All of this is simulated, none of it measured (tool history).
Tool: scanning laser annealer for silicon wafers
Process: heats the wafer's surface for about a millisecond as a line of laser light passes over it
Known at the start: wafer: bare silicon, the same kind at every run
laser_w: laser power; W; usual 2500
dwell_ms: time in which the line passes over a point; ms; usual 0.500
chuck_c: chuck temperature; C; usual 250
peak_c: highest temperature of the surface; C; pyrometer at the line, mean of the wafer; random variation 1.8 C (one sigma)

run 1 hour=0.0 | laser_w=2500 dwell_ms=0.500 chuck_c=250 | peak_c=938
-- hour=19.4 window over the wafer cleaned
run 2 hour=30.1 | laser_w=2500 dwell_ms=0.500 chuck_c=250 | peak_c=968
run 3 hour=97.1 | laser_w=2500 dwell_ms=0.500 chuck_c=250 | peak_c=963
run 4 hour=137.0 | laser_w=2500 dwell_ms=0.519 chuck_c=250 | peak_c=976
run 5 hour=186.7 | laser_w=2500 dwell_ms=0.519 chuck_c=250 | peak_c=976
run 6 hour=243.0 | laser_w=2500 dwell_ms=0.519 chuck_c=250 | peak_c=971
run 7 hour=279.6 | laser_w=2500 dwell_ms=0.519 chuck_c=250 | peak_c=969
run 8 hour=316.0 | laser_w=2500 dwell_ms=0.369 chuck_c=250 | peak_c=864
-- hour=325.5 optics aligned, line set to its width
run 9 hour=368.4 | laser_w=2500 dwell_ms=0.369 chuck_c=250 | peak_c=858
run 10 hour=414.7 | laser_w=2603 dwell_ms=0.524 chuck_c=236 | peak_c=976
run 11 hour=481.8 | laser_w=2275 dwell_ms=0.487 chuck_c=236 | peak_c=848
run 12 hour=549.3 | laser_w=2533 dwell_ms=0.385 chuck_c=236 | peak_c=853
run 13 hour=599.0 | laser_w=2282 dwell_ms=0.500 chuck_c=229 | peak_c=846
-- hour=637.2 optics aligned, line set to its width, once more
run 14 hour=671.4 | laser_w=2282 dwell_ms=0.500 chuck_c=229 | peak_c=857
run 15 hour=712.8 | laser_w=2394 dwell_ms=0.564 chuck_c=229 | peak_c=927
run 16 hour=778.1 | laser_w=2207 dwell_ms=0.456 chuck_c=253 | peak_c=827
-- hour=784.3 window over the wafer cleaned
run 17 hour=817.5 | laser_w=2500 dwell_ms=0.360 chuck_c=260 | peak_c=887
run 18 hour=861.3 | laser_w=2500 dwell_ms=0.360 chuck_c=260 | peak_c=884

3 ways to go on from here, each from the tool as it stands after run 18. What would each give?
run A hour=899.3 | laser_w=2500 dwell_ms=0.360 chuck_c=230 | peak_c=?
run B hour=899.3 | laser_w=2736 dwell_ms=0.360 chuck_c=260 | peak_c=?
run C hour=899.3 | laser_w=2694 dwell_ms=0.493 chuck_c=250 | peak_c=?

run=A peak_c=856
run=B peak_c=950
run=C peak_c=1030
Without the tool's hidden state the same runs would have given:
run=A peak_c=859
run=B peak_c=952
run=C peak_c=1033

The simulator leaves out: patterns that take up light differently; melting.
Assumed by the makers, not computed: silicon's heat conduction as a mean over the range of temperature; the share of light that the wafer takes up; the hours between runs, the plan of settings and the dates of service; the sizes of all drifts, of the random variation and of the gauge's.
